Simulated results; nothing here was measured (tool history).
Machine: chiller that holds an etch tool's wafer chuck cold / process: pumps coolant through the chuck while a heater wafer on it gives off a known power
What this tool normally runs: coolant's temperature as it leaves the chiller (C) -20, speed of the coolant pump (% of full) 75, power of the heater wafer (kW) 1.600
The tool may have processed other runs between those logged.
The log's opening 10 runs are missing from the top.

run    hour  coolant's temperature as it leaves the chiller (C)  speed of the coolant pump (% of full)  power of the heater wafer (kW)  chuck's temperature once it has settled (C)  how much warmer the coolant comes back (C)
 11   481.0                                                 -20                                     88                           1.600                                         -8.8                                        6.12
 12   538.0                                                 -20                                     75                           1.600                                         -7.7                                        7.27
 13   579.7                                                 -20                                     75                           1.600                                         -7.6                                        7.17
 14   633.1                                                 -20                                     75                           1.600                                         -7.5                                        7.19
 15   669.3                                                 -20                                     75                           1.600                                         -7.4                                        7.25
 16   738.3                                                 -20                                     75                           1.600                                         -7.5                                        7.16
 17   776.7                                                 -18                                     91                           1.753                                         -6.1                                        6.49
 18   809.0                                                 -20                                     62                           0.983                                        -11.1                                        5.46
 19   863.1                                                 -24                                     98                           0.983                                        -17.6                                        3.37
 20   910.5                                                 -23                                     88                           1.186                                        -14.9                                        4.60
 21   961.9                                                 -23                                     88                           1.186                                        -14.8                                        4.50
 22  1025.0                                                 -23                                     88                           1.186                                        -14.9                                        4.59
 23  1066.0                                                 -16                                     75                           1.600                                         -3.7                                        7.30
 24  1106.4                                                 -25                                     76                           0.993                                        -17.4                                        4.43
 25  1157.6                                                 -25                                     75                           2.188                                         -7.7                                        9.97
 26  1220.5                                                 -22                                     82                           1.387                                        -11.9                                        5.80
 27  1255.0                                                 -18                                     75                           1.600                                         -5.4                                        7.26
 28  1294.9                                                 -15                                     67                           1.600                                         -1.4                                        8.25
 29  1327.3                                                 -20                                     67                           1.600                                         -6.3                                        8.18
 30  1390.1                                                 -27                                     75                           1.600                                        -14.5                                        7.36
 31  1448.3                                                 -20                                     81                           1.600                                         -7.9                                        6.67

Here are 3 independent what-if runs from the current tool condition. What would each one return?
  A  1486.1                                                 -20                                     75                           1.806                                            ?                                           ?
  B  1486.1                                                 -20                                     92                           1.600                                            ?                                           ?
  C  1486.1                                                 -30                                     81                           1.375                                            ?                                           ?

run  chuck's temperature once it has settled (C)  how much warmer the coolant comes back (C)
  A                                         -5.9                                        8.26
  B                                         -9.0                                        5.90
  C                                        -19.7                                        5.81
Without the tool's unlogged condition, the same runs would have read:
run  chuck's temperature once it has settled (C)  how much warmer the coolant comes back (C)
  A                                         -7.0                                        7.97
  B                                         -9.9                                        5.70
  C                                        -20.5                                        5.61
